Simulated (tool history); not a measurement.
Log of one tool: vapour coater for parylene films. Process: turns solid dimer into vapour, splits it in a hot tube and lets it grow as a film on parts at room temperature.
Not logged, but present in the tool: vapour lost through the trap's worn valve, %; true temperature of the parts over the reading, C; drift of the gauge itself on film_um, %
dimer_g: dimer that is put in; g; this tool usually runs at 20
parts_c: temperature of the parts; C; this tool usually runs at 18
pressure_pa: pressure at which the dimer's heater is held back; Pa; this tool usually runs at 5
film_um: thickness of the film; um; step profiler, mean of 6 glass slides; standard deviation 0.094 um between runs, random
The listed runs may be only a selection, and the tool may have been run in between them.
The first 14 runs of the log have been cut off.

run	hour	dimer_g	parts_c	pressure_pa	hours of work since the trap's valve was overhauled	hours of work since the table's thermometer was calibrated	film_um
15	553.5	20	18	2.47	557	636	10.62
16	580.5	20	18	2.47	571	650	10.57
17	608.9	20	18	2.82	586	665	10.51
18	635.9	20	18	2.82	600	679	10.54
19	671.3	26	18	6.93	619	698	12.35
20	697.4	30	13	9.11	633	711	16.91
# hour 715.6: trap's valve overhauled
21	748.6	30	13	9.11	17	736	19.24
22	793.4	23	11	5.38	41	759	16.78
23	819.9	30	27	4.59	55	773	11.55
24	856.6	30	27	4.59	74	792	11.37
25	892.9	15	22	6.67	93	812	6.77
26	913.3	22	14	5.14	104	822	14.12
27	952.9	11	18	3.71	124	843	6.17

What will run 28 give?
28	982.1	34	18	11.07	140	858	?

Logged for run 28: film_um 16.64 um.
Without the tool's hidden state the same run would have given film_um 17.69 um.
